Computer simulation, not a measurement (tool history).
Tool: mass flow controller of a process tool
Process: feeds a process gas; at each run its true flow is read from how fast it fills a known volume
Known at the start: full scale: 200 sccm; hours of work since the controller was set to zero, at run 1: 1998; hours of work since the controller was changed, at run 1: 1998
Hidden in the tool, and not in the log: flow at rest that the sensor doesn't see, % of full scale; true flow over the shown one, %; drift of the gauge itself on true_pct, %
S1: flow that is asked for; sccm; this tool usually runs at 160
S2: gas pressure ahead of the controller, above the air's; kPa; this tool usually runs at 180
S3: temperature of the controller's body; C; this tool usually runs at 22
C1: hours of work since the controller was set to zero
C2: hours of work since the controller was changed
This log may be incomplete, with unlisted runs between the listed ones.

{"run": 1, "hour": 0.0, "S1": 160, "S2": 180, "S3": 22, "C1": 1998, "C2": 1998, "true flow (%)": 99.61}
{"run": 2, "hour": 165.5, "S1": 160, "S2": 180, "S3": 24, "C1": 2124, "C2": 2124, "true flow (%)": 99.67}
{"run": 3, "hour": 455.9, "S1": 94, "S2": 180, "S3": 22, "C1": 2345, "C2": 2345, "true flow (%)": 98.59}
{"run": 4, "hour": 623.6, "S1": 94, "S2": 180, "S3": 22, "C1": 2472, "C2": 2472, "true flow (%)": 98.46}
{"run": 5, "hour": 855.9, "S1": 94, "S2": 180, "S3": 22, "C1": 2649, "C2": 2649, "true flow (%)": 98.34}
{"run": 6, "hour": 1130.4, "S1": 160, "S2": 180, "S3": 22, "C1": 2858, "C2": 2858, "true flow (%)": 99.64}
{"run": 7, "hour": 1443.5, "S1": 160, "S2": 180, "S3": 22, "C1": 3096, "C2": 3096, "true flow (%)": 99.52}
{"run": 8, "hour": 1687.5, "S1": 46, "S2": 180, "S3": 22, "C1": 3281, "C2": 3281, "true flow (%)": 95.53}
{"run": 9, "hour": 2010.3, "S1": 160, "S2": 180, "S3": 27, "C1": 3527, "C2": 3527, "true flow (%)": 99.72}
{"run": 10, "hour": 2376.2, "S1": 160, "S2": 180, "S3": 27, "C1": 3805, "C2": 3805, "true flow (%)": 99.69}
{"run": 11, "hour": 2543.5, "S1": 160, "S2": 181, "S3": 22, "C1": 3932, "C2": 3932, "true flow (%)": 99.4}
{"run": 12, "hour": 2733.1, "S1": 160, "S2": 181, "S3": 22, "C1": 4076, "C2": 4076, "true flow (%)": 99.29}
{"run": 13, "hour": 2894.5, "S1": 160, "S2": 181, "S3": 22, "C1": 4199, "C2": 4199, "true flow (%)": 99.48}
{"hour": 3057.3, "done": "controller's zero set anew"}
{"run": 14, "hour": 3250.8, "S1": 160, "S2": 181, "S3": 22, "C1": 147, "C2": 4469, "true flow (%)": 98.57}
{"run": 15, "hour": 3471.0, "S1": 160, "S2": 180, "S3": 22, "C1": 315, "C2": 4637, "true flow (%)": 98.62}
{"run": 16, "hour": 3686.1, "S1": 160, "S2": 180, "S3": 40, "C1": 478, "C2": 4800, "true flow (%)": 99.1}
{"run": 17, "hour": 3952.0, "S1": 160, "S2": 180, "S3": 22, "C1": 680, "C2": 5002, "true flow (%)": 98.63}
{"hour": 4006.8, "done": "controller's zero set anew, once more"}
{"run": 18, "hour": 4129.6, "S1": 160, "S2": 180, "S3": 22, "C1": 93, "C2": 5137, "true flow (%)": 101.2}
{"run": 19, "hour": 4327.5, "S1": 160, "S2": 180, "S3": 22, "C1": 244, "C2": 5288, "true flow (%)": 101.12}
{"run": 20, "hour": 4682.7, "S1": 160, "S2": 211, "S3": 22, "C1": 514, "C2": 5558, "true flow (%)": 100.92}
{"run": 21, "hour": 5024.7, "S1": 160, "S2": 211, "S3": 22, "C1": 774, "C2": 5818, "true flow (%)": 100.92}
{"run": 22, "hour": 5379.2, "S1": 160, "S2": 180, "S3": 29, "C1": 1043, "C2": 6087, "true flow (%)": 101.3}
{"run": 23, "hour": 5561.9, "S1": 86, "S2": 238, "S3": 35, "C1": 1182, "C2": 6226, "true flow (%)": 100.25}

Run 24 comes next. What will it give?
{"run": 24, "hour": 5829.6, "S1": 160, "S2": 275, "S3": 22, "C1": 1386, "C2": 6430, "true flow (%)": "?"}

Run 24 produced true flow (%) 100.35.
Were there no unlogged condition in the tool, this run, its random variation unchanged, would have produced true flow (%) 99.1.

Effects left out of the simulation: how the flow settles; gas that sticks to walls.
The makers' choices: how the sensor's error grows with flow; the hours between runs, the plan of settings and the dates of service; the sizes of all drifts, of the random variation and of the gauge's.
